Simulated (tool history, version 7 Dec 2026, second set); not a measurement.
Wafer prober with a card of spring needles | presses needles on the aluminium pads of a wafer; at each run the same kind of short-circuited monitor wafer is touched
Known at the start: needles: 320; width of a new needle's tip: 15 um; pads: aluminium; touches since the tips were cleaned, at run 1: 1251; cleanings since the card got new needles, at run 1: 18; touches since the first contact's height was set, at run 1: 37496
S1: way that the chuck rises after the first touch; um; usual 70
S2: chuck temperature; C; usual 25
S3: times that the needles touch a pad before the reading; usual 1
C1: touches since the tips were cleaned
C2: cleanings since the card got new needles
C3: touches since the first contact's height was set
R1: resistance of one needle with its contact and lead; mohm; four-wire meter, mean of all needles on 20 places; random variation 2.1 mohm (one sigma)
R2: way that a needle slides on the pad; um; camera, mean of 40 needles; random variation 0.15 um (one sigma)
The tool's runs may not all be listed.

{"run": 1, "hour": 0.0, "S1": 70, "S2": 25, "S3": 1, "C1": 1251, "C2": 18, "C3": 37496, "R1": 237, "R2": 13.16}
{"hour": 1.8, "done": "tips cleaned on abrasive film"}
{"hour": 6.5, "done": "tips cleaned on abrasive film"}
{"run": 2, "hour": 7.1, "S1": 70, "S2": 25, "S3": 1, "C1": 245, "C2": 20, "C3": 40408, "R1": 235, "R2": 12.93}
{"hour": 11.3, "done": "tips cleaned on abrasive film"}
{"hour": 15.8, "done": "tips cleaned on abrasive film"}
{"run": 3, "hour": 16.8, "S1": 70, "S2": 25, "S3": 1, "C1": 434, "C2": 22, "C3": 44465, "R1": 230, "R2": 12.84}
{"hour": 20.0, "done": "tips cleaned on abrasive film"}
{"hour": 24.3, "done": "tips cleaned on abrasive film"}
{"run": 4, "hour": 27.1, "S1": 70, "S2": 25, "S3": 1, "C1": 1199, "C2": 24, "C3": 48747, "R1": 234, "R2": 12.58}
{"hour": 29.1, "done": "tips cleaned on abrasive film"}
{"hour": 33.6, "done": "tips cleaned on abrasive film"}
{"run": 5, "hour": 37.0, "S1": 70, "S2": 25, "S3": 1, "C1": 1441, "C2": 26, "C3": 52851, "R1": 234, "R2": 12.97}
{"hour": 37.9, "done": "tips cleaned on abrasive film"}
{"hour": 42.3, "done": "tips cleaned on abrasive film"}
{"hour": 46.7, "done": "tips cleaned on abrasive film"}
{"run": 6, "hour": 47.7, "S1": 70, "S2": 25, "S3": 2, "C1": 418, "C2": 29, "C3": 57269, "R1": 233, "R2": 12.85}
{"hour": 51.3, "done": "tips cleaned on abrasive film"}
{"hour": 56.2, "done": "tips cleaned on abrasive film"}
{"run": 7, "hour": 57.3, "S1": 60, "S2": 25, "S3": 1, "C1": 490, "C2": 31, "C3": 61258, "R1": 235, "R2": 10.88}
{"hour": 61.0, "done": "tips cleaned on abrasive film"}
{"run": 8, "hour": 63.9, "S1": 70, "S2": 25, "S3": 1, "C1": 1224, "C2": 32, "C3": 63997, "R1": 238, "R2": 12.69}
{"hour": 65.5, "done": "tips cleaned on abrasive film"}
{"run": 9, "hour": 69.2, "S1": 70, "S2": 25, "S3": 1, "C1": 1596, "C2": 33, "C3": 66240, "R1": 242, "R2": 12.64}
{"hour": 70.3, "done": "tips cleaned on abrasive film"}
{"hour": 74.9, "done": "tips cleaned on abrasive film"}
{"hour": 79.4, "done": "tips cleaned on abrasive film"}
{"run": 10, "hour": 80.5, "S1": 70, "S2": 25, "S3": 1, "C1": 499, "C2": 36, "C3": 70903, "R1": 233, "R2": 12.81}
{"hour": 83.5, "done": "tips cleaned on abrasive film"}
{"run": 11, "hour": 87.1, "S1": 70, "S2": 25, "S3": 1, "C1": 1523, "C2": 37, "C3": 73628, "R1": 240, "R2": 12.5}
{"hour": 87.8, "done": "tips cleaned on abrasive film"}
{"hour": 92.2, "done": "tips cleaned on abrasive film"}
{"run": 12, "hour": 95.9, "S1": 70, "S2": 87, "S3": 1, "C1": 1562, "C2": 39, "C3": 77275, "R1": 255, "R2": 12.73}
{"hour": 96.8, "done": "tips cleaned on abrasive film"}
{"hour": 101.2, "done": "tips cleaned on abrasive film"}
{"run": 13, "hour": 102.5, "S1": 70, "S2": 25, "S3": 1, "C1": 559, "C2": 41, "C3": 80011, "R1": 239, "R2": 12.51}
{"hour": 106.1, "done": "tips cleaned on abrasive film"}
{"hour": 110.6, "done": "tips cleaned on abrasive film"}
{"run": 14, "hour": 110.7, "S1": 70, "S2": 76, "S3": 1, "C1": 50, "C2": 43, "C3": 83405, "R1": 243, "R2": 12.68}
{"hour": 114.9, "done": "tips cleaned on abrasive film"}
{"run": 15, "hour": 117.5, "S1": 70, "S2": 25, "S3": 1, "C1": 1068, "C2": 44, "C3": 86225, "R1": 235, "R2": 12.37}
{"hour": 119.1, "done": "tips cleaned on abrasive film"}
{"hour": 123.6, "done": "tips cleaned on abrasive film"}
{"run": 16, "hour": 125.2, "S1": 88, "S2": 61, "S3": 1, "C1": 658, "C2": 46, "C3": 89410, "R1": 239, "R2": 15.94}
{"hour": 128.3, "done": "tips cleaned on abrasive film"}
{"run": 17, "hour": 132.2, "S1": 70, "S2": 60, "S3": 1, "C1": 1662, "C2": 47, "C3": 92358, "R1": 244, "R2": 12.42}
{"hour": 132.8, "done": "tips cleaned on abrasive film"}
{"hour": 137.1, "done": "tips cleaned on abrasive film"}
{"run": 18, "hour": 140.2, "S1": 56, "S2": 76, "S3": 3, "C1": 1310, "C2": 49, "C3": 95678, "R1": 246, "R2": 9.83}
{"hour": 141.5, "done": "tips cleaned on abrasive film"}
{"hour": 146.2, "done": "tips cleaned on abrasive film"}
{"hour": 150.5, "done": "tips cleaned on abrasive film"}
{"run": 19, "hour": 150.5, "S1": 81, "S2": 25, "S3": 1, "C1": 0, "C2": 52, "C3": 99914, "R1": 231, "R2": 14.56}
{"hour": 155.1, "done": "tips cleaned on abrasive film"}
{"run": 20, "hour": 156.0, "S1": 70, "S2": 59, "S3": 1, "C1": 379, "C2": 53, "C3": 102202, "R1": 244, "R2": 12.58}
{"hour": 160.0, "done": "tips cleaned on abrasive film"}
{"hour": 164.6, "done": "tips cleaned on abrasive film"}
{"run": 21, "hour": 167.0, "S1": 70, "S2": 59, "S3": 1, "C1": 1020, "C2": 55, "C3": 106778, "R1": 246, "R2": 12.34}
{"hour": 169.4, "done": "tips cleaned on abrasive film"}
{"hour": 173.9, "done": "tips cleaned on abrasive film"}
{"run": 22, "hour": 177.3, "S1": 55, "S2": 82, "S3": 2, "C1": 1432, "C2": 57, "C3": 111066, "R1": 257, "R2": 9.39}
{"hour": 178.2, "done": "tips cleaned on abrasive film"}
{"hour": 182.5, "done": "tips cleaned on abrasive film"}
{"run": 23, "hour": 185.8, "S1": 55, "S2": 82, "S3": 2, "C1": 1401, "C2": 59, "C3": 114570, "R1": 255, "R2": 9.45}
{"hour": 186.7, "done": "tips cleaned on abrasive film"}
{"hour": 191.4, "done": "tips cleaned on abrasive film"}
{"run": 24, "hour": 191.9, "S1": 55, "S2": 82, "S3": 2, "C1": 191, "C2": 61, "C3": 117079, "R1": 254, "R2": 9.28}
{"hour": 195.8, "done": "tips cleaned on abrasive film"}
{"run": 25, "hour": 199.7, "S1": 62, "S2": 25, "S3": 1, "C1": 1625, "C2": 62, "C3": 120347, "R1": 242, "R2": 10.63}
{"hour": 200.4, "done": "tips cleaned on abrasive film"}
{"hour": 205.2, "done": "tips cleaned on abrasive film"}
{"run": 26, "hour": 205.3, "S1": 70, "S2": 63, "S3": 1, "C1": 60, "C2": 64, "C3": 122654, "R1": 245, "R2": 12.17}
{"hour": 209.7, "done": "tips cleaned on abrasive film"}
{"hour": 214.3, "done": "tips cleaned on abrasive film"}
{"run": 27, "hour": 214.3, "S1": 70, "S2": 63, "S3": 1, "C1": 0, "C2": 66, "C3": 126365, "R1": 239, "R2": 12.14}
{"hour": 218.9, "done": "tips cleaned on abrasive film"}
{"hour": 223.1, "done": "tips cleaned on abrasive film"}
{"run": 28, "hour": 223.1, "S1": 65, "S2": 27, "S3": 2, "C1": 0, "C2": 68, "C3": 130050, "R1": 230, "R2": 11.28}
{"hour": 227.6, "done": "tips cleaned on abrasive film"}
{"run": 29, "hour": 229.6, "S1": 56, "S2": 25, "S3": 1, "C1": 839, "C2": 69, "C3": 132751, "R1": 240, "R2": 9.29}

5 ways to go on from here, each from the tool as it stands after run 29. What would each give?
{"hour": 232.2, "done": "tips cleaned on abrasive film"}
{"hour": 236.5, "done": "tips cleaned on abrasive film"}
{"hour": 240.7, "done": "tips cleaned on abrasive film"}
{"run": "A", "hour": 240.7, "S1": 70, "S2": 76, "S3": 2, "C1": 0, "C2": 72, "C3": 137333, "R1": "?", "R2": "?"}
{"hour": 232.2, "done": "tips cleaned on abrasive film"}
{"hour": 236.5, "done": "tips cleaned on abrasive film"}
{"hour": 240.7, "done": "tips cleaned on abrasive film"}
{"run": "B", "hour": 240.7, "S1": 56, "S2": 71, "S3": 1, "C1": 0, "C2": 72, "C3": 137333, "R1": "?", "R2": "?"}
{"hour": 232.2, "done": "tips cleaned on abrasive film"}
{"hour": 236.5, "done": "tips cleaned on abrasive film"}
{"hour": 240.7, "done": "tips cleaned on abrasive film"}
{"run": "C", "hour": 240.7, "S1": 85, "S2": 39, "S3": 2, "C1": 0, "C2": 72, "C3": 137333, "R1": "?", "R2": "?"}
{"hour": 232.2, "done": "tips cleaned on abrasive film"}
{"hour": 236.5, "done": "tips cleaned on abrasive film"}
{"hour": 240.7, "done": "tips cleaned on abrasive film"}
{"run": "D", "hour": 240.7, "S1": 70, "S2": 26, "S3": 1, "C1": 0, "C2": 72, "C3": 137333, "R1": "?", "R2": "?"}
{"hour": 232.2, "done": "tips cleaned on abrasive film"}
{"hour": 236.5, "done": "tips cleaned on abrasive film"}
{"hour": 240.7, "done": "tips cleaned on abrasive film"}
{"run": "E", "hour": 240.7, "S1": 72, "S2": 25, "S3": 1, "C1": 0, "C2": 72, "C3": 137333, "R1": "?", "R2": "?"}

run=A R1=242 R2=11.88
run=B R1=245 R2=9.39
run=C R1=234 R2=14.77
run=D R1=233 R2=12.15
run=E R1=228 R2=12.42
Without the tool's hidden state the same runs would have given:
run=A R1=240 R2=13.12
run=B R1=241 R2=10.64
run=C R1=233 R2=16.01
run=D R1=230 R2=13.39
run=E R1=225 R2=13.66
